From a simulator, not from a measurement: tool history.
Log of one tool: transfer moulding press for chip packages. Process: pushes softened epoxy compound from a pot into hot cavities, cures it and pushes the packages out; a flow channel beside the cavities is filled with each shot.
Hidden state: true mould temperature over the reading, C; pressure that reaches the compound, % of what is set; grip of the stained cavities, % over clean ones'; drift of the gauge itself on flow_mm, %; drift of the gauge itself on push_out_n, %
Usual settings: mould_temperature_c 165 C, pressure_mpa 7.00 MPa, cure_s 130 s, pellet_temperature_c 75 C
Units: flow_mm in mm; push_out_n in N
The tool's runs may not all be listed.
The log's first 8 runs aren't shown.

run   hour  mould_temperature_c  pressure_mpa  cure_s  pellet_temperature_c  hours of work since the mould's thermocouples were calibrated  shots since the plunger's rings were changed  shots since the cavities were cleaned  incoming compound's hours out of the cold store  flow_mm  push_out_n
  9   47.1                  165          7.00     131                    75                                                            311                                           960                                    190                                             25.1      868         934
 10   55.3                  165          7.00     131                    75                                                            317                                          1055                                    285                                             22.5      879         885
 11   59.8                  165          7.00     130                    75                                                            321                                          1106                                    336                                             22.4      877         890
 12   67.3                  158          7.00     130                    75                                                            327                                          1194                                    424                                             45.4      817        1261
      73.4  -- cavities cleaned with cleaning compound and waxed, once more
 13   76.5                  165          7.18     130                    75                                                            333                                          1283                                     37                                             27.5      870         546
 14   80.4                  165          7.00     130                    75                                                            336                                          1328                                     82                                             25.0      866         604
 15   87.0                  165          7.00     130                    75                                                            341                                          1404                                    158                                             36.6      826         649
 16   92.0                  165          5.32     112                    75                                                            345                                          1462                                    216                                             16.2      780         935
 17  100.4                  165          5.32     112                    75                                                            351                                          1560                                    314                                             33.1      726         925
 18  108.4                  158          7.67     130                    75                                                            357                                          1652                                    406                                             14.5      973        1229
 19  114.2                  160          6.82     161                    82                                                            362                                          1719                                    473                                             25.4      869         801
     119.4  -- cavities cleaned with cleaning compound and waxed
 20  121.2                  160          6.82     161                    82                                                            366                                          1782                                     20                                             42.5      800         504
 21  127.4                  160          6.82     161                    82                                                            371                                          1854                                     92                                             15.2      901         581
 22  135.3                  172          5.66     147                    82                                                            377                                          1946                                    184                                             17.3      778         599
 23  143.9                  172          5.37     147                    82                                                            384                                          2045                                    283                                             39.4      689         619
 24  149.1                  165          6.40     130                    75                                                            388                                          2106                                    344                                             21.6      824         779
 25  156.2                  170          5.88     130                    75                                                            393                                          2187                                    425                                             34.0      741         726
 26  162.3                  165          8.05     130                    75                                                            398                                          2259                                    497                                             40.2      857         835
     165.3  -- cavities cleaned with cleaning compound and waxed
 27  167.7                  165          8.05     130                    75                                                            401                                          2304                                     28                                             10.1      980         548
 28  175.4                  168          8.05     130                    75                                                            407                                          2393                                    117                                             45.2      829         603
 29  181.5                  167          8.05     130                    76                                                            412                                          2463                                    187                                             14.9      950         645
 30  186.8                  165          6.51     128                    75                                                            416                                          2525                                    249                                             12.3      868         765

Forecast each of these 3 alternatives for the next run:
  A  193.5                  163          8.31     125                    75                                                            421                                          2602                                    326                                             16.8        ?           ?
  B  193.5                  165          8.18     130                    75                                                            421                                          2602                                    326                                             31.6        ?           ?
  C  193.5                  167          6.33     127                    75                                                            421                                          2602                                    326                                             21.5        ?           ?

run  flow_mm  push_out_n
  A      969         851
  B      895         762
  C      812         737
Without the tool's hidden state the same runs would have given:
run  flow_mm  push_out_n
  A      999         539
  B      923         492
  C      838         476
